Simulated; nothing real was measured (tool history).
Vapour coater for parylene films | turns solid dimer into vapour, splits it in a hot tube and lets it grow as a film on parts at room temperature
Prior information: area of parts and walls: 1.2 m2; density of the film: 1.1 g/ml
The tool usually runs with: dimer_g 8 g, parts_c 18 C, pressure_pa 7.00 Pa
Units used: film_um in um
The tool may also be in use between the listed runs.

run,day,dimer_g,parts_c,pressure_pa,film_um
1,0.000,8,18,7.00,2.71
2,1.879,8,18,7.00,2.72
# day 3.192: trap's valve overhauled
3,3.879,8,18,7.00,2.74
4,5.217,8,18,7.00,2.75
5,6.179,8,18,4.22,3.02
6,7.942,3,18,7.00,1.01
7,9.846,3,18,7.00,1.01
8,11.217,8,18,7.00,2.76
9,12.950,8,18,7.00,2.73
10,14.521,8,25,7.00,2.44
11,16.533,8,25,7.00,2.44
# day 18.133: trap's valve overhauled
12,18.196,5,18,5.70,1.79
13,19.838,6,25,4.08,2.06
14,21.092,7,16,3.47,2.86
15,22.612,7,16,3.47,2.86
16,23.879,5,16,3.47,2.07
17,25.233,5,16,3.47,2.03
# day 25.575: table's thermometer calibrated
18,26.875,5,16,3.47,2.03
19,28.767,11,16,7.53,3.81

4 ways to go on from here, each from the tool as it stands after run 19. What would each give?
A,30.100,6,16,7.53,?
B,30.100,13,27,9.45,?
C,30.100,10,26,7.53,?
D,30.100,3,16,7.26,?

run,film_um
A,2.11
B,3.57
C,2.96
D,1.05
What these runs would have given with no unlogged condition in the tool:
run,film_um
A,2.11
B,3.58
C,2.96
D,1.05
